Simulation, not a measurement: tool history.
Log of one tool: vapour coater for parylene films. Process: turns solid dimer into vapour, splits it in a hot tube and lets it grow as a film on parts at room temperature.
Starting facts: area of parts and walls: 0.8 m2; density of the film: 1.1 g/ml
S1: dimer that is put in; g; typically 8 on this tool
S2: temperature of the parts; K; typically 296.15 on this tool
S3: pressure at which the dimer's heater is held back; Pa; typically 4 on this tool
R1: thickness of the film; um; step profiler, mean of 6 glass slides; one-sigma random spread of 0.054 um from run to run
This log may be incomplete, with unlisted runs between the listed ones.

run	day	S1	S2	S3	R1
1	0	8	296.15	4	5.66
2	0.696	8	300.15	4	5.15
3	1.542	8	296.15	4	5.6
4	2.383	8	296.15	4	5.49
5	2.992	8	296.15	4	5.46
# day 3.458: trap's valve overhauled
6	3.979	8	296.15	4	6.27
# day 4.071: table's thermometer calibrated
7	4.562	8	296.15	4	6.32
8	5.217	5	293.15	3.96	4.22
9	5.612	5	293.15	3.96	4.12
10	6.058	5	293.15	3.96	4.12
# day 6.154: table's thermometer calibrated, once more
11	6.596	6	301.15	4.33	4.05

5 options for the next run, each taken on its own from the tool as it stands now. Forecast them:
A	7.417	8	296.15	4	?
B	7.417	10	294.15	3.28	?
C	7.417	6	301.15	4.33	?
D	7.417	10	301.15	7.4	?
E	7.417	8	291.15	4.32	?

run	R1
A	5.93
B	8.02
C	3.92
D	6.18
E	6.61
Without the tool's unlogged condition, the same runs would have read:
run	R1
A	6.22
B	8.41
C	4.12
D	6.48
E	6.93
